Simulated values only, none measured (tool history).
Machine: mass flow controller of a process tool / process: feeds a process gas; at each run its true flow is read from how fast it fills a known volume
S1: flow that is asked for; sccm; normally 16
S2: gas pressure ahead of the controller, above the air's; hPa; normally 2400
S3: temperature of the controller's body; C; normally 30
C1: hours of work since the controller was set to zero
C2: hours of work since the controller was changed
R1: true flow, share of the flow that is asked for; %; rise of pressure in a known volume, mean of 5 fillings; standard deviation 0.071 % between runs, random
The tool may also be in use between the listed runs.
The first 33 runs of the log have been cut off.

| run | hour | S1 | S2 | S3 | C1 | C2 | R1 |
|---|---|---|---|---|---|---|---|
| 34 | 4289 | 4 | 2650 | 29 | 371 | 7147 | 103.93 |
|  | 4371.8 | controller's zero set anew, once more |
| 35 | 4473.2 | 4 | 2650 | 29 | 62 | 7260 | 97.46 |
| 36 | 4608.5 | 3 | 2650 | 29 | 145 | 7343 | 97.46 |
| 37 | 4712.6 | 7 | 1410 | 29 | 209 | 7406 | 97.74 |
| 38 | 4804.2 | 3 | 2400 | 26 | 265 | 7463 | 97.84 |
| 39 | 4947.1 | 3 | 2400 | 26 | 353 | 7550 | 97.82 |
| 40 | 5066.2 | 2 | 2400 | 27 | 426 | 7623 | 98.18 |
| 41 | 5248.8 | 2 | 2400 | 27 | 538 | 7735 | 98.32 |
| 42 | 5330.5 | 2 | 2050 | 39 | 588 | 7785 | 97.95 |
| 43 | 5491.6 | 5 | 1640 | 21 | 687 | 7884 | 98.4 |
| 44 | 5619.9 | 5 | 1640 | 21 | 766 | 7963 | 98.28 |
| 45 | 5753 | 5 | 1640 | 21 | 847 | 8045 | 98.5 |
| 46 | 5941.6 | 16 | 2660 | 21 | 963 | 8160 | 97.81 |
| 47 | 6080.1 | 2 | 1580 | 29 | 1048 | 8245 | 99.13 |

Below are 4 alternative next runs, each starting from the tool's condition after run 47. Predict each:
| A | 6209.6 | 20 | 2130 | 34 | 1127 | 8325 | ? |
| B | 6209.6 | 16 | 2270 | 21 | 1127 | 8325 | ? |
| C | 6209.6 | 3 | 1410 | 24 | 1127 | 8325 | ? |
| D | 6209.6 | 16 | 2400 | 31 | 1127 | 8325 | ? |

| run | R1 |
|---|---|
| A | 97.22 |
| B | 97.89 |
| C | 98.83 |
| D | 97.32 |
Without the tool's unlogged condition, the same runs would have read:
| run | R1 |
|---|---|
| A | 99.37 |
| B | 99.99 |
| C | 99.78 |
| D | 99.42 |

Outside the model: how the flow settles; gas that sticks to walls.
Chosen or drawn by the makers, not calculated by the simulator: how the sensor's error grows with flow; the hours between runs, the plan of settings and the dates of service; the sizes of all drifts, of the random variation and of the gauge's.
